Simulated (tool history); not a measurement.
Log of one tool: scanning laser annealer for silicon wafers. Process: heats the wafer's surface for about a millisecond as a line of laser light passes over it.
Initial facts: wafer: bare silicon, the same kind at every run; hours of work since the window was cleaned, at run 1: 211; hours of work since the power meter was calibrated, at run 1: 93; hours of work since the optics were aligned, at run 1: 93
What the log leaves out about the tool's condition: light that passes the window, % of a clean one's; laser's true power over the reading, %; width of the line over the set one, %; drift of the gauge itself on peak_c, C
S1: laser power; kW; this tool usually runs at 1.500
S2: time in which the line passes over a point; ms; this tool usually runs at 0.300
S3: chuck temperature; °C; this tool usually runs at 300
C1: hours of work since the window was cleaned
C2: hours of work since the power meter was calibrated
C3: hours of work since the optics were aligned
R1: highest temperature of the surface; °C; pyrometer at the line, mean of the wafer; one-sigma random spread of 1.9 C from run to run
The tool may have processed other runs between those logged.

run,hour,S1,S2,S3,C1,C2,C3,R1
1,0.0,1.500,0.300,300,211,93,93,1133
2,8.2,1.500,0.300,300,217,99,99,1134
3,14.9,1.500,0.300,300,222,104,104,1132
4,22.5,1.500,0.300,300,228,109,109,1131
5,35.4,1.536,0.300,300,237,119,119,1153
6,47.7,1.536,0.300,300,246,128,128,1155
7,53.5,1.500,0.300,300,250,132,132,1131
# hour 57.5: laser's power meter calibrated
8,63.1,1.500,0.300,300,255,4,137,1132
9,73.0,1.500,0.300,300,262,11,144,1131
10,83.2,1.500,0.300,300,270,19,151,1127
11,96.3,1.500,0.300,300,279,28,161,1130
12,104.2,1.500,0.300,300,285,34,167,1128
13,110.4,1.505,0.300,300,290,39,171,1135
14,122.1,1.505,0.300,300,298,47,180,1132
# hour 132.8: laser's power meter calibrated, once more
15,133.9,1.324,0.214,302,305,1,186,920
16,145.3,1.375,0.214,322,313,9,194,965
17,158.6,1.293,0.214,322,323,19,204,920
18,168.4,1.293,0.355,281,330,26,211,1037
19,174.8,1.500,0.252,314,334,31,216,1074
20,181.3,1.500,0.252,300,339,35,221,1062
21,190.5,1.500,0.253,300,346,42,227,1063
22,196.7,1.500,0.226,300,350,47,232,1024

Estimate the outcome of run 23 from the log above:
23,209.7,1.637,0.258,290,360,56,241,?

R1: 1139 °C
With no hidden state in the tool, this same run would have given R1 1157 °C.
